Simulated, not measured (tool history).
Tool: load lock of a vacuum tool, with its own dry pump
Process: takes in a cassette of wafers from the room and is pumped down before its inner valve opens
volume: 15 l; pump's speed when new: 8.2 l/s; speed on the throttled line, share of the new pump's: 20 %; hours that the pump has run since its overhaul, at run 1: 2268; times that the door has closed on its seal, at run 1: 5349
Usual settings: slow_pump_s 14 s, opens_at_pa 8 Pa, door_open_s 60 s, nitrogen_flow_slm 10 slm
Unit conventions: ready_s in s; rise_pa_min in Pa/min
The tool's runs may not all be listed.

run	hour	slow_pump_s	opens_at_pa	door_open_s	nitrogen_flow_slm	hours that the pump has run since its overhaul	times that the door has closed on its seal	incoming humidity of the room's air, %	ready_s	rise_pa_min
1	0	14	8	60	10	2268	5349	44.5	29.1	0.079
2	101.6	14	8	60	10	2369	5513	47.6	28.6	0.075
3	203.1	14	8	60	10	2471	5677	41.1	29.1	0.068
4	336.8	14	8	55	10	2605	5893	44	28.5	0.076
5	467.4	14	8	60	10	2735	6103	44.8	29.4	0.076
6	584.4	14	8	60	10	2852	6292	43.1	29.3	0.083
7	755.2	18	8	60	10	3023	6568	44.4	32.1	0.08
8	929.9	18	8	60	10	3198	6850	44.3	32.4	0.079
9	1125.8	18	8	60	10	3394	7166	43.2	32.3	0.077
10	1244.6	14	8	26	10	3512	7358	42.9	29.3	0.059
11	1339.2	14	8	26	10	3607	7510	43.5	28.8	0.062
12	1452.8	14	8	26	10	3721	7694	42.5	29	0.06
13	1611.3	15	8	185	10	3879	7950	47.8	29.9	0.138
14	1724	11	8	185	10	3992	8131	43.9	26.5	0.129
15	1865	14	8	96	5	4133	8359	45.9	29.7	0.125
16	2022.1	9	7	93	5	4290	8613	45.3	25.8	0.121
17	2149	9	7	93	5	4417	8817	44.7	25.6	0.122
18	2304.5	9	7	93	5	4572	9068	43.6	25.8	0.121
19	2406	20	7	105	15	4674	9232	42.9	34.2	0.093
20	2601.6	20	7	31	15	4869	9548	47.8	34.6	0.07
21	2696.6	20	7	31	15	4964	9701	47.2	34.6	0.075
22	2858.4	20	7	31	15	5126	9962	43.5	34.6	0.073

For run 23, what comes out?
23	2976.2	20	7	31	15	5244	10153	43.1	?	?

ready_s: 34.3 s
rise_pa_min: 0.069 Pa/min
Without the tool's hidden state the same run would have given ready_s 33.4 s, rise_pa_min 0.036 Pa/min.
